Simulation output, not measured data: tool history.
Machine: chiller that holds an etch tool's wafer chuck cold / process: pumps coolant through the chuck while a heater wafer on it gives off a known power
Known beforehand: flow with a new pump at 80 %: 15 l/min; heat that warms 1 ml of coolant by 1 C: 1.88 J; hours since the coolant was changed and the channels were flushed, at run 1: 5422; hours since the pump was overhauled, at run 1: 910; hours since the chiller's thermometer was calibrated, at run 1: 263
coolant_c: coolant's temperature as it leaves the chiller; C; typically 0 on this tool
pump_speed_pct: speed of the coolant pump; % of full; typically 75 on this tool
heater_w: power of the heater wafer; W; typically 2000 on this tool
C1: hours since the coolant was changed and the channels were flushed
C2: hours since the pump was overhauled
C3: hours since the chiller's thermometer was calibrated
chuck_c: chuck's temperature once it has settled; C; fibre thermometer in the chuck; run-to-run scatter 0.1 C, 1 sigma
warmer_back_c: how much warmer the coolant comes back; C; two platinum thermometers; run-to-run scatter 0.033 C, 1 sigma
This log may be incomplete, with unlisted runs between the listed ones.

{"run": 1, "hour": 0.0, "coolant_c": 0, "pump_speed_pct": 75, "heater_w": 2000, "C1": 5422, "C2": 910, "C3": 263, "chuck_c": 17.1, "warmer_back_c": 4.63}
{"run": 2, "hour": 26.2, "coolant_c": 0, "pump_speed_pct": 75, "heater_w": 2000, "C1": 5448, "C2": 936, "C3": 289, "chuck_c": 17.2, "warmer_back_c": 4.65}
{"run": 3, "hour": 56.2, "coolant_c": 0, "pump_speed_pct": 75, "heater_w": 2000, "C1": 5478, "C2": 966, "C3": 319, "chuck_c": 17.2, "warmer_back_c": 4.66}
{"run": 4, "hour": 82.6, "coolant_c": 0, "pump_speed_pct": 75, "heater_w": 2000, "C1": 5505, "C2": 992, "C3": 346, "chuck_c": 17.3, "warmer_back_c": 4.59}
{"run": 5, "hour": 111.2, "coolant_c": 0, "pump_speed_pct": 75, "heater_w": 2000, "C1": 5533, "C2": 1021, "C3": 374, "chuck_c": 17.1, "warmer_back_c": 4.64}
{"run": 6, "hour": 130.8, "coolant_c": 0, "pump_speed_pct": 75, "heater_w": 2000, "C1": 5553, "C2": 1041, "C3": 394, "chuck_c": 17.2, "warmer_back_c": 4.71}
{"run": 7, "hour": 164.8, "coolant_c": 0, "pump_speed_pct": 75, "heater_w": 2000, "C1": 5587, "C2": 1075, "C3": 428, "chuck_c": 17.3, "warmer_back_c": 4.65}
{"run": 8, "hour": 187.8, "coolant_c": 0, "pump_speed_pct": 75, "heater_w": 2000, "C1": 5610, "C2": 1098, "C3": 451, "chuck_c": 17.2, "warmer_back_c": 4.64}
{"run": 9, "hour": 219.5, "coolant_c": 0, "pump_speed_pct": 75, "heater_w": 2000, "C1": 5642, "C2": 1129, "C3": 483, "chuck_c": 17.3, "warmer_back_c": 4.61}
{"run": 10, "hour": 252.9, "coolant_c": 0, "pump_speed_pct": 75, "heater_w": 2000, "C1": 5675, "C2": 1163, "C3": 516, "chuck_c": 17.5, "warmer_back_c": 4.62}
{"run": 11, "hour": 270.5, "coolant_c": 0, "pump_speed_pct": 75, "heater_w": 2000, "C1": 5693, "C2": 1180, "C3": 534, "chuck_c": 17.3, "warmer_back_c": 4.66}
{"run": 12, "hour": 289.8, "coolant_c": 0, "pump_speed_pct": 75, "heater_w": 1283, "C1": 5712, "C2": 1200, "C3": 553, "chuck_c": 11.1, "warmer_back_c": 2.99}
{"run": 13, "hour": 319.8, "coolant_c": 0, "pump_speed_pct": 81, "heater_w": 1283, "C1": 5742, "C2": 1230, "C3": 583, "chuck_c": 10.8, "warmer_back_c": 2.75}
{"run": 14, "hour": 343.7, "coolant_c": 0, "pump_speed_pct": 62, "heater_w": 2000, "C1": 5766, "C2": 1253, "C3": 607, "chuck_c": 19.5, "warmer_back_c": 5.7}
{"run": 15, "hour": 366.8, "coolant_c": 0, "pump_speed_pct": 62, "heater_w": 2000, "C1": 5789, "C2": 1277, "C3": 630, "chuck_c": 19.7, "warmer_back_c": 5.67}
{"hour": 369.6, "done": "chiller's thermometer calibrated"}
{"run": 16, "hour": 392.6, "coolant_c": 0, "pump_speed_pct": 62, "heater_w": 2000, "C1": 5814, "C2": 1301, "C3": 23, "chuck_c": 19.6, "warmer_back_c": 5.67}
{"run": 17, "hour": 416.8, "coolant_c": 8, "pump_speed_pct": 83, "heater_w": 2997, "C1": 5838, "C2": 1326, "C3": 47, "chuck_c": 32.6, "warmer_back_c": 6.26}
{"run": 18, "hour": 435.9, "coolant_c": 8, "pump_speed_pct": 83, "heater_w": 2997, "C1": 5857, "C2": 1345, "C3": 66, "chuck_c": 32.7, "warmer_back_c": 6.28}
{"run": 19, "hour": 456.0, "coolant_c": 8, "pump_speed_pct": 83, "heater_w": 2997, "C1": 5877, "C2": 1365, "C3": 86, "chuck_c": 32.7, "warmer_back_c": 6.31}
{"hour": 481.3, "done": "chiller's thermometer calibrated, once more"}
{"run": 20, "hour": 485.7, "coolant_c": 8, "pump_speed_pct": 83, "heater_w": 2997, "C1": 5906, "C2": 1393, "C3": 4, "chuck_c": 32.4, "warmer_back_c": 6.3}
{"run": 21, "hour": 507.8, "coolant_c": 8, "pump_speed_pct": 83, "heater_w": 2997, "C1": 5928, "C2": 1416, "C3": 26, "chuck_c": 32.6, "warmer_back_c": 6.29}
{"run": 22, "hour": 529.0, "coolant_c": 8, "pump_speed_pct": 83, "heater_w": 2000, "C1": 5949, "C2": 1437, "C3": 48, "chuck_c": 24.4, "warmer_back_c": 4.22}
{"run": 23, "hour": 549.9, "coolant_c": 5, "pump_speed_pct": 75, "heater_w": 2000, "C1": 5970, "C2": 1458, "C3": 69, "chuck_c": 22.4, "warmer_back_c": 4.69}
{"run": 24, "hour": 583.6, "coolant_c": 5, "pump_speed_pct": 75, "heater_w": 2000, "C1": 6004, "C2": 1491, "C3": 102, "chuck_c": 22.5, "warmer_back_c": 4.65}
{"run": 25, "hour": 616.0, "coolant_c": 5, "pump_speed_pct": 75, "heater_w": 2000, "C1": 6036, "C2": 1524, "C3": 135, "chuck_c": 22.5, "warmer_back_c": 4.75}
{"run": 26, "hour": 639.4, "coolant_c": 5, "pump_speed_pct": 75, "heater_w": 2000, "C1": 6060, "C2": 1547, "C3": 158, "chuck_c": 22.4, "warmer_back_c": 4.7}
{"run": 27, "hour": 666.4, "coolant_c": 5, "pump_speed_pct": 70, "heater_w": 2435, "C1": 6087, "C2": 1574, "C3": 185, "chuck_c": 27.1, "warmer_back_c": 6.1}
{"run": 28, "hour": 691.1, "coolant_c": 5, "pump_speed_pct": 70, "heater_w": 2435, "C1": 6111, "C2": 1599, "C3": 210, "chuck_c": 27.3, "warmer_back_c": 6.11}
{"run": 29, "hour": 706.8, "coolant_c": 5, "pump_speed_pct": 70, "heater_w": 2435, "C1": 6127, "C2": 1615, "C3": 225, "chuck_c": 27.1, "warmer_back_c": 6.19}
{"run": 30, "hour": 726.6, "coolant_c": 10, "pump_speed_pct": 74, "heater_w": 2000, "C1": 6147, "C2": 1634, "C3": 245, "chuck_c": 27.6, "warmer_back_c": 4.76}
{"run": 31, "hour": 757.1, "coolant_c": 2, "pump_speed_pct": 74, "heater_w": 2000, "C1": 6177, "C2": 1665, "C3": 276, "chuck_c": 19.8, "warmer_back_c": 4.71}
{"run": 32, "hour": 774.8, "coolant_c": -1, "pump_speed_pct": 74, "heater_w": 1112, "C1": 6195, "C2": 1683, "C3": 293, "chuck_c": 8.9, "warmer_back_c": 2.63}

Alternative continuations, all from the tool just after run 32; predict every row:
{"run": "A", "hour": 789.4, "coolant_c": -1, "pump_speed_pct": 69, "heater_w": 1139, "C1": 6210, "C2": 1697, "C3": 308, "chuck_c": "?", "warmer_back_c": "?"}
{"run": "B", "hour": 789.4, "coolant_c": 2, "pump_speed_pct": 90, "heater_w": 2231, "C1": 6210, "C2": 1697, "C3": 308, "chuck_c": "?", "warmer_back_c": "?"}
{"run": "C", "hour": 789.4, "coolant_c": -4, "pump_speed_pct": 85, "heater_w": 1640, "C1": 6210, "C2": 1697, "C3": 308, "chuck_c": "?", "warmer_back_c": "?"}
{"run": "D", "hour": 789.4, "coolant_c": -1, "pump_speed_pct": 74, "heater_w": 1079, "C1": 6210, "C2": 1697, "C3": 308, "chuck_c": "?", "warmer_back_c": "?"}

run=A chuck_c=9.4 warmer_back_c=2.94
run=B chuck_c=19.5 warmer_back_c=4.36
run=C chuck_c=9.3 warmer_back_c=3.35
run=D chuck_c=8.5 warmer_back_c=2.56
The same runs, with their run-to-run variation unchanged, on a tool lacking any hidden condition would have given:
run=A chuck_c=8.0 warmer_back_c=2.85
run=B chuck_c=17.2 warmer_back_c=4.22
run=C chuck_c=7.5 warmer_back_c=3.25
run=D chuck_c=7.2 warmer_back_c=2.48
